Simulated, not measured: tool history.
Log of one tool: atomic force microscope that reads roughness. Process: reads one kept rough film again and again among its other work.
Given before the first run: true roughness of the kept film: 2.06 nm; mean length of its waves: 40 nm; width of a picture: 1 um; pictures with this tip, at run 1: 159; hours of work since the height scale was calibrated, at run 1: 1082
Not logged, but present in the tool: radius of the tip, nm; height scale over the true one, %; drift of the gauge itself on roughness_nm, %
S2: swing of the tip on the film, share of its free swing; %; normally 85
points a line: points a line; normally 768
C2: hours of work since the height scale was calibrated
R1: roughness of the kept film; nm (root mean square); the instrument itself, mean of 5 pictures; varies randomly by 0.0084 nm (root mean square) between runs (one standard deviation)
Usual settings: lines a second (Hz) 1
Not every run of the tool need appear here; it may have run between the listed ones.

Run 1, hour 0: usual settings; pictures with this tip 159; C2 1082. Result: R1 1.728 nm (root mean square).
At hour 13: new tip fitted.
Run 2, hour 42.5: usual settings; pictures with this tip 39; C2 1112. Result: R1 1.803 nm (root mean square).
Run 3, hour 89: usual settings; pictures with this tip 102; C2 1144. Result: R1 1.779 nm (root mean square).
Run 4, hour 126.9: usual settings; pictures with this tip 153; C2 1170. Result: R1 1.748 nm (root mean square).
At hour 148.1: new tip fitted.
Run 5, hour 148.1: usual settings; pictures with this tip 0; C2 1185. Result: R1 1.83 nm (root mean square).
Run 6, hour 175.9: usual settings but S2 74 %; pictures with this tip 38; C2 1204. Result: R1 1.858 nm (root mean square).
Run 7, hour 205.7: usual settings; pictures with this tip 78; C2 1224. Result: R1 1.776 nm (root mean square).
Run 8, hour 249.8: usual settings; pictures with this tip 137; C2 1255. Result: R1 1.749 nm (root mean square).
Run 9, hour 276.1: usual settings; pictures with this tip 172; C2 1273. Result: R1 1.721 nm (root mean square).
At hour 279.5: new tip fitted.
Run 10, hour 321.6: usual settings; pictures with this tip 56; C2 1305. Result: R1 1.797 nm (root mean square).
Run 11, hour 346.8: usual settings but lines a second (Hz) 0.71, points a line 507; pictures with this tip 90; C2 1322. Result: R1 1.808 nm (root mean square).
Run 12, hour 378.8: usual settings but lines a second (Hz) 0.71, points a line 507; pictures with this tip 133; C2 1344. Result: R1 1.787 nm (root mean square).
At hour 413.3: new tip fitted.
Run 13, hour 420.8: usual settings but lines a second (Hz) 1.69; pictures with this tip 10; C2 1373. Result: R1 1.721 nm (root mean square).
Run 14, hour 467.7: usual settings but lines a second (Hz) 2.04, S2 83 %, points a line 418; pictures with this tip 73; C2 1406. Result: R1 1.653 nm (root mean square).
Run 15, hour 516.4: usual settings but lines a second (Hz) 2.04, S2 82 %, points a line 418; pictures with this tip 138; C2 1439. Result: R1 1.647 nm (root mean square).
At hour 544.4: new tip fitted.
Run 16, hour 563: usual settings but lines a second (Hz) 0.51, S2 90 %, points a line 794; pictures with this tip 25; C2 1471. Result: R1 1.864 nm (root mean square).
Run 17, hour 601.5: usual settings but lines a second (Hz) 0.51, S2 90 %, points a line 794; pictures with this tip 77; C2 1498. Result: R1 1.825 nm (root mean square).

Describe how what the log doesn't record of the tool's condition differs between the last listed run preceding each entry between runs and the first listed run following it.
After run 1, before run 2: new tip fitted (hour 13)
  radius of the tip, nm: 16.3 -> 7.9; height scale over the true one, %: -0.72 -> -0.74
  what was measured, less what the result would be without the hidden state, R1: -0.11 -> -0.039 nm (root mean square)
After run 4, before run 5: new tip fitted (hour 148.1)
  radius of the tip, nm: 15.1 -> 5; height scale over the true one, %: -0.78 -> -0.79
  what was measured, less what the result would be without the hidden state, R1: -0.102 -> -0.015 nm (root mean square)
After run 9, before run 10: new tip fitted (hour 279.5)
  radius of the tip, nm: 16.7 -> 9; height scale over the true one, %: -0.85 -> -0.87
  what was measured, less what the result would be without the hidden state, R1: -0.115 -> -0.052 nm (root mean square)
After run 12, before run 13: new tip fitted (hour 413.3)
  radius of the tip, nm: 13.9 -> 5.8; height scale over the true one, %: -0.9 -> -0.92
  what was measured, less what the result would be without the hidden state, R1: -0.095 -> -0.023 nm (root mean square)
After run 15, before run 16: new tip fitted (hour 544.4)
  radius of the tip, nm: 14.3 -> 6.8; height scale over the true one, %: -0.96 -> -0.99
  what was measured, less what the result would be without the hidden state, R1: -0.093 -> -0.036 nm (root mean square)
